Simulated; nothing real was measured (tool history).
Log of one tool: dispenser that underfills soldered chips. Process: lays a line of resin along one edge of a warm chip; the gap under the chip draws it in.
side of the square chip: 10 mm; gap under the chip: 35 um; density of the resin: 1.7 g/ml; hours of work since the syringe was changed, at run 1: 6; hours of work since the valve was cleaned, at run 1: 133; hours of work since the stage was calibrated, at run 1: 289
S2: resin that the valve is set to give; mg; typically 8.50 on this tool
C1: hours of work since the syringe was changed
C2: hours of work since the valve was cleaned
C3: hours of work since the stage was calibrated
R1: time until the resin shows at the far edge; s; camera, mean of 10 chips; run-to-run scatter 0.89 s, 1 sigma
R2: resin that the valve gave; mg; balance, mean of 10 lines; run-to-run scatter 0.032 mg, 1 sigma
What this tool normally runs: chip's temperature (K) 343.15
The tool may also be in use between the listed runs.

Run 1, hour 0.0: usual settings; C1 6; C2 133; C3 289. Result: R1 111.6 s, R2 8.04 mg.
At hour 1.3: new syringe of resin.
Run 2, hour 7.5: usual settings; C1 4; C2 137; C3 293. Result: R1 101.2 s, R2 8.05 mg.
At hour 11.9: new syringe of resin.
Run 3, hour 17.3: usual settings; C1 3; C2 143; C3 299. Result: R1 104.4 s, R2 7.95 mg.
At hour 22.4: new syringe of resin.
At hour 24.5: dispensing valve cleaned and set on the balance.
Run 4, hour 29.5: usual settings; C1 4; C2 3; C3 306. Result: R1 100.4 s, R2 8.44 mg.
At hour 34.4: new syringe of resin.
Run 5, hour 42.1: usual settings; C1 5; C2 11; C3 314. Result: R1 105.7 s, R2 8.46 mg.
At hour 45.7: new syringe of resin.
Run 6, hour 55.6: usual settings; C1 6; C2 20; C3 323. Result: R1 112.2 s, R2 8.42 mg.
At hour 56.5: new syringe of resin.
Run 7, hour 65.4: usual settings; C1 6; C2 26; C3 329. Result: R1 107.6 s, R2 8.45 mg.
At hour 68.1: new syringe of resin.
Run 8, hour 71.9: usual settings; C1 2; C2 30; C3 333. Result: R1 97.8 s, R2 8.33 mg.
Run 9, hour 77.4: usual settings; C1 6; C2 33; C3 337. Result: R1 112.8 s, R2 8.34 mg.
At hour 78.9: new syringe of resin.
Run 10, hour 84.1: usual settings; C1 3; C2 38; C3 341. Result: R1 100.1 s, R2 8.39 mg.
At hour 90.3: new syringe of resin.
Run 11, hour 90.5: usual settings; C1 0; C2 41; C3 345. Result: R1 86.5 s, R2 8.38 mg.
At hour 100.9: new syringe of resin.
Run 12, hour 102.3: usual settings but chip's temperature (K) 338.15; C1 1; C2 49; C3 352. Result: R1 107.6 s, R2 8.32 mg.
At hour 111.7: new syringe of resin.
Run 13, hour 112.7: usual settings but chip's temperature (K) 338.15; C1 1; C2 55; C3 359. Result: R1 109.0 s, R2 8.31 mg.
At hour 123.2: new syringe of resin.
Run 14, hour 125.2: usual settings; C1 1; C2 63; C3 366. Result: R1 94.1 s, R2 8.27 mg.
At hour 133.8: new syringe of resin.
Run 15, hour 137.1: usual settings but chip's temperature (K) 346.15, S2 10.54 mg; C1 2; C2 71; C3 374. Result: R1 84.7 s, R2 10.21 mg.
At hour 145.3: new syringe of resin.
Run 16, hour 148.0: usual settings but chip's temperature (K) 346.15, S2 10.54 mg; C1 2; C2 78; C3 381. Result: R1 83.4 s, R2 10.24 mg.
At hour 156.1: new syringe of resin.
Run 17, hour 157.6: usual settings but chip's temperature (K) 328.15, S2 8.46 mg; C1 1; C2 84; C3 387. Result: R1 158.2 s, R2 8.14 mg.
Run 18, hour 165.1: usual settings but chip's temperature (K) 355.15, S2 8.32 mg; C1 6; C2 88; C3 392. Result: R1 77.7 s, R2 8.02 mg.
At hour 166.6: new syringe of resin.
Run 19, hour 171.1: usual settings but chip's temperature (K) 351.15, S2 10.15 mg; C1 3; C2 92; C3 395. Result: R1 72.5 s, R2 9.72 mg.
At hour 177.7: new syringe of resin.
Run 20, hour 184.2: usual settings but chip's temperature (K) 351.15, S2 10.15 mg; C1 4; C2 100; C3 404. Result: R1 78.1 s, R2 9.77 mg.
At hour 189.1: new syringe of resin.
Run 21, hour 194.2: usual settings but S2 10.07 mg; C1 3; C2 107; C3 410. Result: R1 99.1 s, R2 9.64 mg.
At hour 199.6: new syringe of resin.
Run 22, hour 202.0: usual settings but S2 10.07 mg; C1 2; C2 111; C3 415. Result: R1 92.2 s, R2 9.60 mg.
At hour 210.4: new syringe of resin.
Run 23, hour 210.7: usual settings but chip's temperature (K) 338.15, S2 8.14 mg; C1 0; C2 117; C3 420. Result: R1 110.2 s, R2 7.75 mg.
At hour 221.4: new syringe of resin.
Run 24, hour 223.1: usual settings but chip's temperature (K) 333.15, S2 8.93 mg; C1 1; C2 125; C3 428. Result: R1 129.6 s, R2 8.46 mg.
At hour 232.1: new syringe of resin.
At hour 235.8: stage's temperature calibrated.
Run 25, hour 237.3: usual settings but chip's temperature (K) 333.15, S2 8.93 mg; C1 3; C2 133; C3 1. Result: R1 133.3 s, R2 8.47 mg.
At hour 243.6: new syringe of resin.
Run 26, hour 244.2: usual settings but chip's temperature (K) 338.15; C1 0; C2 137; C3 5. Result: R1 100.5 s, R2 8.02 mg.
At hour 254.5: new syringe of resin.
Run 27, hour 257.4: usual settings but S2 7.34 mg; C1 2; C2 146; C3 14. Result: R1 97.9 s, R2 6.87 mg.
At hour 260.6: dispensing valve cleaned and set on the balance.
Run 28, hour 264.8: usual settings but S2 7.34 mg; C1 6; C2 3; C3 18. Result: R1 109.8 s, R2 7.37 mg.

3 ways to go on from here, each from the tool as it stands after run 28. What would each give?
At hour 266.7: new syringe of resin.
Run A, hour 276.2: usual settings but chip's temperature (K) 330.15, S2 10.63 mg; C1 6; C2 10; C3 25. Result: R1 ?, R2 ?.
At hour 266.7: new syringe of resin.
Run B, hour 276.2: usual settings but chip's temperature (K) 339.15, S2 7.95 mg; C1 6; C2 10; C3 25. Result: R1 ?, R2 ?.
At hour 266.7: new syringe of resin.
Run C, hour 276.2: usual settings but chip's temperature (K) 352.15, S2 8.26 mg; C1 6; C2 10; C3 25. Result: R1 ?, R2 ?.

run     R1     R2
  A  160.8  10.61
  B  124.7   7.88
  C   81.7   8.20
Had the tool no hidden state, the same runs would have come out as:
run     R1     R2
  A  127.6  10.62
  B   99.1   7.89
  C   65.0   8.21

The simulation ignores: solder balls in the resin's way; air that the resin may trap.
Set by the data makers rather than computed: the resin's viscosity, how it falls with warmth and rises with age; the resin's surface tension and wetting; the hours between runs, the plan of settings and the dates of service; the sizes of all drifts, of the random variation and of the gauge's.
